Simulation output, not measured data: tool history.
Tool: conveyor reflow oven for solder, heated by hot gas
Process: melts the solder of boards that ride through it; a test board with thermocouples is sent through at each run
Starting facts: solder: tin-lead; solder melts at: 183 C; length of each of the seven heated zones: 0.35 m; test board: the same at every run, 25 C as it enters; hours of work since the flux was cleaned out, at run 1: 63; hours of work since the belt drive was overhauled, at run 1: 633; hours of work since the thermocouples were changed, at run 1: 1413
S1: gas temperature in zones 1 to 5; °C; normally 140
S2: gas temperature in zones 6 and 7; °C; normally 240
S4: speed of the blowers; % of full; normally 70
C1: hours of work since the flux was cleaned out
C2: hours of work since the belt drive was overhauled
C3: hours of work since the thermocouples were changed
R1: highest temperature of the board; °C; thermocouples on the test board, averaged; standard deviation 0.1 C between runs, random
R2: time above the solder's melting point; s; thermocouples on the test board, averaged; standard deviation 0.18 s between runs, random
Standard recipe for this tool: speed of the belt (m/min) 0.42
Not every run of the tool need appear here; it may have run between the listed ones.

{"run": 1, "day": 0.0, "S1": 140, "S2": 240, "speed of the belt (m/min)": 0.42, "S4": 70, "C1": 63, "C2": 633, "C3": 1413, "R1": 225.4, "R2": 83.9}
{"run": 2, "day": 3.462, "S1": 140, "S2": 240, "speed of the belt (m/min)": 0.42, "S4": 70, "C1": 105, "C2": 674, "C3": 1454, "R1": 225.2, "R2": 83.9}
{"run": 3, "day": 5.696, "S1": 149, "S2": 240, "speed of the belt (m/min)": 0.42, "S4": 70, "C1": 132, "C2": 701, "C3": 1481, "R1": 226.7, "R2": 89.5}
{"day": 6.1, "done": "thermocouples of zones 6 and 7 changed"}
{"run": 4, "day": 8.054, "S1": 140, "S2": 240, "speed of the belt (m/min)": 0.42, "S4": 70, "C1": 159, "C2": 729, "C3": 23, "R1": 223.3, "R2": 82.6}
{"run": 5, "day": 11.5, "S1": 140, "S2": 242, "speed of the belt (m/min)": 0.42, "S4": 70, "C1": 200, "C2": 770, "C3": 65, "R1": 225.2, "R2": 84}
{"run": 6, "day": 13.35, "S1": 140, "S2": 242, "speed of the belt (m/min)": 0.42, "S4": 70, "C1": 223, "C2": 792, "C3": 87, "R1": 224.8, "R2": 83.8}
{"day": 15.079, "done": "flux residue cleaned out of gas plates and filters"}
{"run": 7, "day": 16.142, "S1": 140, "S2": 242, "speed of the belt (m/min)": 0.42, "S4": 70, "C1": 13, "C2": 823, "C3": 118, "R1": 226.2, "R2": 85}
{"run": 8, "day": 18.342, "S1": 140, "S2": 242, "speed of the belt (m/min)": 0.42, "S4": 70, "C1": 39, "C2": 850, "C3": 145, "R1": 225.9, "R2": 84.9}
{"run": 9, "day": 20.708, "S1": 140, "S2": 242, "speed of the belt (m/min)": 0.42, "S4": 70, "C1": 68, "C2": 878, "C3": 173, "R1": 225.9, "R2": 85}
{"run": 10, "day": 22.733, "S1": 140, "S2": 242, "speed of the belt (m/min)": 0.42, "S4": 70, "C1": 92, "C2": 903, "C3": 197, "R1": 225.7, "R2": 84.7}
{"run": 11, "day": 26.429, "S1": 140, "S2": 242, "speed of the belt (m/min)": 0.42, "S4": 69, "C1": 136, "C2": 947, "C3": 242, "R1": 225.3, "R2": 84.5}
{"run": 12, "day": 30.004, "S1": 147, "S2": 240, "speed of the belt (m/min)": 0.42, "S4": 70, "C1": 179, "C2": 990, "C3": 285, "R1": 225.1, "R2": 87.7}
{"run": 13, "day": 32.258, "S1": 147, "S2": 240, "speed of the belt (m/min)": 0.42, "S4": 70, "C1": 206, "C2": 1017, "C3": 312, "R1": 224.9, "R2": 87.7}
{"day": 35.292, "done": "flux residue cleaned out of gas plates and filters"}
{"run": 14, "day": 35.783, "S1": 147, "S2": 240, "speed of the belt (m/min)": 0.42, "S4": 74, "C1": 6, "C2": 1057, "C3": 352, "R1": 227.1, "R2": 89.8}
{"run": 15, "day": 39.2, "S1": 147, "S2": 240, "speed of the belt (m/min)": 0.42, "S4": 74, "C1": 47, "C2": 1098, "C3": 393, "R1": 227, "R2": 89.6}
{"day": 40.571, "done": "belt drive overhauled, speed set with a stopwatch"}
{"run": 16, "day": 42.892, "S1": 147, "S2": 240, "speed of the belt (m/min)": 0.42, "S4": 74, "C1": 89, "C2": 28, "C3": 435, "R1": 226.2, "R2": 87.2}
{"run": 17, "day": 46.262, "S1": 148, "S2": 247, "speed of the belt (m/min)": 0.42, "S4": 70, "C1": 130, "C2": 68, "C3": 476, "R1": 231.4, "R2": 91.6}
{"run": 18, "day": 48.325, "S1": 140, "S2": 248, "speed of the belt (m/min)": 0.42, "S4": 51, "C1": 155, "C2": 93, "C3": 501, "R1": 223.4, "R2": 81}
{"run": 19, "day": 49.921, "S1": 135, "S2": 249, "speed of the belt (m/min)": 0.361, "S4": 60, "C1": 174, "C2": 112, "C3": 520, "R1": 232.9, "R2": 101}
{"run": 20, "day": 52.296, "S1": 140, "S2": 240, "speed of the belt (m/min)": 0.437, "S4": 69, "C1": 202, "C2": 141, "C3": 548, "R1": 221.9, "R2": 76.7}
{"day": 55.688, "done": "flux residue cleaned out of gas plates and filters"}
{"run": 21, "day": 55.904, "S1": 140, "S2": 240, "speed of the belt (m/min)": 0.437, "S4": 69, "C1": 3, "C2": 182, "C3": 589, "R1": 223.1, "R2": 77.9}
{"run": 22, "day": 59.062, "S1": 151, "S2": 240, "speed of the belt (m/min)": 0.42, "S4": 69, "C1": 41, "C2": 220, "C3": 627, "R1": 226.2, "R2": 89.5}
{"run": 23, "day": 61.838, "S1": 151, "S2": 240, "speed of the belt (m/min)": 0.42, "S4": 69, "C1": 74, "C2": 253, "C3": 660, "R1": 226, "R2": 89.5}
{"run": 24, "day": 63.633, "S1": 151, "S2": 240, "speed of the belt (m/min)": 0.42, "S4": 69, "C1": 96, "C2": 275, "C3": 682, "R1": 225.8, "R2": 89.5}
{"run": 25, "day": 66.892, "S1": 135, "S2": 231, "speed of the belt (m/min)": 0.381, "S4": 70, "C1": 135, "C2": 314, "C3": 721, "R1": 218.4, "R2": 83.8}
{"run": 26, "day": 69.038, "S1": 135, "S2": 231, "speed of the belt (m/min)": 0.381, "S4": 70, "C1": 160, "C2": 340, "C3": 747, "R1": 218.4, "R2": 83.9}
{"run": 27, "day": 72.862, "S1": 135, "S2": 231, "speed of the belt (m/min)": 0.381, "S4": 70, "C1": 206, "C2": 386, "C3": 793, "R1": 218.2, "R2": 83.8}
{"run": 28, "day": 75.483, "S1": 140, "S2": 240, "speed of the belt (m/min)": 0.42, "S4": 61, "C1": 238, "C2": 417, "C3": 824, "R1": 220.9, "R2": 79.5}
{"day": 76.021, "done": "flux residue cleaned out of gas plates and filters"}
{"run": 29, "day": 78.5, "S1": 140, "S2": 240, "speed of the belt (m/min)": 0.42, "S4": 61, "C1": 30, "C2": 451, "C3": 858, "R1": 222.3, "R2": 80.8}
{"run": 30, "day": 81.546, "S1": 143, "S2": 240, "speed of the belt (m/min)": 0.42, "S4": 78, "C1": 66, "C2": 487, "C3": 895, "R1": 227.6, "R2": 87.4}
{"run": 31, "day": 84.446, "S1": 140, "S2": 235, "speed of the belt (m/min)": 0.475, "S4": 79, "C1": 101, "C2": 522, "C3": 930, "R1": 218.7, "R2": 69.1}

Take each entry between the runs: how does the hidden state at the last listed run before it differ from the hidden state at the first listed run after it?
Run 3 -> run 4: thermocouples of zones 6 and 7 changed (day 6.1)
  heat that the gas passes to the board, % of a clean oven's: 96.2 -> 95.7; belt's true speed, % of the reading: 98.7 -> 98.65; true gas temperature in zones 6 and 7 over the reading, C: 2.11 -> 0.24
  the result without the hidden state subtracted from the measured one, R1: +1.4 -> -0.4 °C; R2: +2.1 -> +0.6 s
Run 6 -> run 7: flux residue cleaned out of gas plates and filters (day 15.079)
  heat that the gas passes to the board, % of a clean oven's: 94.5 -> 98.7; belt's true speed, % of the reading: 98.51 -> 98.45; true gas temperature in zones 6 and 7 over the reading, C: 0.32 -> 0.36
  the result without the hidden state subtracted from the measured one, R1: -0.7 -> +0.5 °C; R2: +0.7 -> +1.8 s
Run 13 -> run 14: flux residue cleaned out of gas plates and filters (day 35.292)
  heat that the gas passes to the board, % of a clean oven's: 95.1 -> 99.6; belt's true speed, % of the reading: 98.03 -> 97.95; true gas temperature in zones 6 and 7 over the reading, C: 0.62 -> 0.68
  the result without the hidden state subtracted from the measured one, R1: +0 -> +1.1 °C; R2: +1.7 -> +2.7 s
Run 15 -> run 16: belt drive overhauled, speed set with a stopwatch (day 40.571)
  heat that the gas passes to the board, % of a clean oven's: 98.8 -> 97.9; belt's true speed, % of the reading: 97.87 -> 100.02; true gas temperature in zones 6 and 7 over the reading, C: 0.73 -> 0.78
  the result without the hidden state subtracted from the measured one, R1: +1 -> +0.2 °C; R2: +2.7 -> +0.1 s
Run 20 -> run 21: flux residue cleaned out of gas plates and filters (day 55.688)
  heat that the gas passes to the board, % of a clean oven's: 95.8 -> 99.6; belt's true speed, % of the reading: 99.79 -> 99.71; true gas temperature in zones 6 and 7 over the reading, C: 0.93 -> 0.98
  the result without the hidden state subtracted from the measured one, R1: -0.2 -> +0.8 °C; R2: -0.2 -> +0.9 s
Run 28 -> run 29: flux residue cleaned out of gas plates and filters (day 76.021)
  heat that the gas passes to the board, % of a clean oven's: 95 -> 99.4; belt's true speed, % of the reading: 99.23 -> 99.16; true gas temperature in zones 6 and 7 over the reading, C: 1.29 -> 1.33
  the result without the hidden state subtracted from the measured one, R1: +0.2 -> +1.3 °C; R2: +0.6 -> +1.9 s
